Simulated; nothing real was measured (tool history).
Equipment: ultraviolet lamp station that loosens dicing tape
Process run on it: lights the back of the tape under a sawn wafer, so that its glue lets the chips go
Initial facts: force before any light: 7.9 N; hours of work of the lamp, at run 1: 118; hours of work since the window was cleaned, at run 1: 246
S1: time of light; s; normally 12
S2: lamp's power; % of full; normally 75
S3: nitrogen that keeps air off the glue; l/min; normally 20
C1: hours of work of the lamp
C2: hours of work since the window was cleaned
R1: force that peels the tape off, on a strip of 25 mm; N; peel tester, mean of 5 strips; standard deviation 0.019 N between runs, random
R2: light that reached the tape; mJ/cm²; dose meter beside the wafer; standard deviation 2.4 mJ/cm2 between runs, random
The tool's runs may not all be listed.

{"run": 1, "hour": 0.0, "S1": 12, "S2": 75, "S3": 20, "C1": 118, "C2": 246, "R1": 0.945, "R2": 279}
{"run": 2, "hour": 19.7, "S1": 17, "S2": 75, "S3": 20, "C1": 127, "C2": 256, "R1": 0.445, "R2": 395}
{"run": 3, "hour": 34.1, "S1": 17, "S2": 75, "S3": 20, "C1": 135, "C2": 263, "R1": 0.444, "R2": 397}
{"hour": 50.7, "done": "window cleaned of glue's vapour"}
{"run": 4, "hour": 54.7, "S1": 17, "S2": 75, "S3": 20, "C1": 144, "C2": 2, "R1": 0.434, "R2": 392}
{"run": 5, "hour": 76.3, "S1": 12, "S2": 75, "S3": 20, "C1": 155, "C2": 13, "R1": 0.915, "R2": 281}
{"run": 6, "hour": 90.6, "S1": 12, "S2": 86, "S3": 20, "C1": 162, "C2": 20, "R1": 0.695, "R2": 322}
{"run": 7, "hour": 105.9, "S1": 12, "S2": 86, "S3": 17, "C1": 169, "C2": 27, "R1": 0.811, "R2": 321}
{"run": 8, "hour": 125.7, "S1": 15, "S2": 86, "S3": 30, "C1": 179, "C2": 37, "R1": 0.312, "R2": 401}
{"run": 9, "hour": 142.8, "S1": 19, "S2": 86, "S3": 38, "C1": 187, "C2": 45, "R1": 0.203, "R2": 512}
{"run": 10, "hour": 151.5, "S1": 12, "S2": 62, "S3": 6, "C1": 192, "C2": 49, "R1": 2.53, "R2": 231}
{"run": 11, "hour": 166.5, "S1": 6, "S2": 62, "S3": 23, "C1": 199, "C2": 57, "R1": 2.959, "R2": 116}
{"run": 12, "hour": 185.5, "S1": 12, "S2": 60, "S3": 33, "C1": 208, "C2": 66, "R1": 0.973, "R2": 223}

What if the next run were any one of these 5? Each begins from the tool's condition after run 12:
{"run": "A", "hour": 197.9, "S1": 11, "S2": 98, "S3": 20, "C1": 214, "C2": 72, "R1": "?", "R2": "?"}
{"run": "B", "hour": 197.9, "S1": 17, "S2": 95, "S3": 33, "C1": 214, "C2": 72, "R1": "?", "R2": "?"}
{"run": "C", "hour": 197.9, "S1": 13, "S2": 60, "S3": 35, "C1": 214, "C2": 72, "R1": "?", "R2": "?"}
{"run": "D", "hour": 197.9, "S1": 13, "S2": 97, "S3": 22, "C1": 214, "C2": 72, "R1": "?", "R2": "?"}
{"run": "E", "hour": 197.9, "S1": 12, "S2": 74, "S3": 21, "C1": 214, "C2": 72, "R1": "?", "R2": "?"}

run=A R1=0.617 R2=338
run=B R1=0.209 R2=501
run=C R1=0.805 R2=243
run=D R1=0.419 R2=390
run=E R1=0.900 R2=279
With the hidden condition removed and each run's random variation left untouched, the same runs would have given:
run=A R1=0.617 R2=338
run=B R1=0.209 R2=501
run=C R1=0.804 R2=244
run=D R1=0.419 R2=391
run=E R1=0.900 R2=279
